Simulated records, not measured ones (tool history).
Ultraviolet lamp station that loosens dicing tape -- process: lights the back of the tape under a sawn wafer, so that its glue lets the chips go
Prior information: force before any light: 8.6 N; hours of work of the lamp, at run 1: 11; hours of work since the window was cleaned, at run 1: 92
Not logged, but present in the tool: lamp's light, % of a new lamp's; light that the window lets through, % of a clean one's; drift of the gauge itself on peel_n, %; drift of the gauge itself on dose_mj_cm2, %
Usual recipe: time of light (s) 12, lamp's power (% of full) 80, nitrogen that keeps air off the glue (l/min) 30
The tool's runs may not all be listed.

| run | day | time of light (s) | lamp's power (% of full) | nitrogen that keeps air off the glue (l/min) | hours of work of the lamp | hours of work since the window was cleaned | force that peels the tape off (N) | light that reached the tape (mJ/cm2) |
|---|---|---|---|---|---|---|---|---|
| 1 | 0 | 12 | 80 | 30 | 11 | 92 | 0.84 | 262 |
| 2 | 1.388 | 12 | 80 | 11 | 35 | 116 | 1.757 | 259 |
| 3 | 2.142 | 12 | 80 | 11 | 48 | 128 | 1.743 | 254 |
| 4 | 3.425 | 12 | 80 | 30 | 69 | 150 | 0.911 | 257 |
| 5 | 4.962 | 12 | 80 | 30 | 96 | 176 | 0.922 | 252 |
| 6 | 6.354 | 12 | 80 | 30 | 119 | 200 | 0.948 | 255 |
| 7 | 7.604 | 12 | 80 | 30 | 140 | 221 | 1.013 | 251 |
| 8 | 9.025 | 12 | 80 | 30 | 165 | 245 | 0.995 | 245 |
| 9 | 10.242 | 12 | 80 | 30 | 185 | 266 | 0.965 | 246 |
| 10 | 11.529 | 12 | 80 | 30 | 207 | 288 | 0.989 | 240 |
| 11 | 12.475 | 12 | 80 | 30 | 223 | 304 | 1.013 | 241 |
| 12 | 13.233 | 12 | 80 | 45 | 236 | 317 | 0.788 | 241 |
| 13 | 14.254 | 12 | 80 | 45 | 253 | 334 | 0.829 | 241 |
| 14 | 15.633 | 12 | 80 | 45 | 277 | 358 | 0.853 | 239 |
| 15 | 16.454 | 12 | 80 | 45 | 291 | 372 | 0.84 | 236 |
| 16 | 17.629 | 12 | 80 | 45 | 311 | 392 | 0.866 | 229 |
| 17 | 18.529 | 12 | 62 | 30 | 326 | 407 | 1.778 | 180 |
| 18 | 19.871 | 12 | 62 | 30 | 349 | 430 | 1.761 | 179 |
| 19 | 21.346 | 12 | 71 | 21 | 374 | 455 | 1.766 | 199 |
| 20 | 22.933 | 12 | 71 | 21 | 401 | 482 | 1.816 | 198 |
| 21 | 24.108 | 12 | 67 | 49 | 421 | 502 | 1.303 | 185 |
| 22 | 25.55 | 23 | 71 | 30 | 445 | 526 | 0.378 | 380 |
| 23 | 26.538 | 13 | 82 | 9 | 462 | 543 | 2.224 | 238 |
| 24 | 28.117 | 10 | 80 | 11 | 489 | 570 | 3.01 | 178 |
| 25 | 29.312 | 10 | 80 | 44 | 509 | 590 | 1.452 | 175 |
| 26 | 30.85 | 15 | 89 | 30 | 535 | 616 | 0.664 | 288 |
| 27 | 31.575 | 15 | 97 | 11 | 548 | 628 | 1.291 | 316 |
| 28 | 32.938 | 21 | 64 | 54 | 571 | 652 | 0.448 | 291 |
| 29 | 34.304 | 21 | 64 | 54 | 594 | 675 | 0.48 | 283 |
| 30 | 35.712 | 22 | 85 | 11 | 618 | 699 | 0.822 | 390 |

Subtracting, for every run, the result it would have given without the tool's unlogged condition from the measured result gives the following. The same run-to-run variation enters both numbers; the gauge's scatter may not:
| run | force that peels the tape off (N) | light that reached the tape (mJ/cm2) |
|---|---|---|
| 1 | +0.035 | -5 |
| 2 | +0.079 | -8 |
| 3 | +0.092 | -10 |
| 4 | +0.081 | -11 |
| 5 | +0.1 | -14 |
| 6 | +0.122 | -17 |
| 7 | +0.146 | -19 |
| 8 | +0.161 | -22 |
| 9 | +0.17 | -24 |
| 10 | +0.189 | -26 |
| 11 | +0.204 | -28 |
| 12 | +0.18 | -30 |
| 13 | +0.198 | -31 |
| 14 | +0.219 | -33 |
| 15 | +0.225 | -35 |
| 16 | +0.244 | -37 |
| 17 | +0.402 | -30 |
| 18 | +0.421 | -32 |
| 19 | +0.447 | -38 |
| 20 | +0.482 | -41 |
| 21 | +0.419 | -40 |
| 22 | +0.152 | -88 |
| 23 | +0.611 | -59 |
| 24 | +0.732 | -46 |
| 25 | +0.528 | -48 |
| 26 | +0.301 | -83 |
| 27 | +0.524 | -94 |
| 28 | +0.213 | -89 |
| 29 | +0.237 | -92 |
| 30 | +0.402 | -132 |
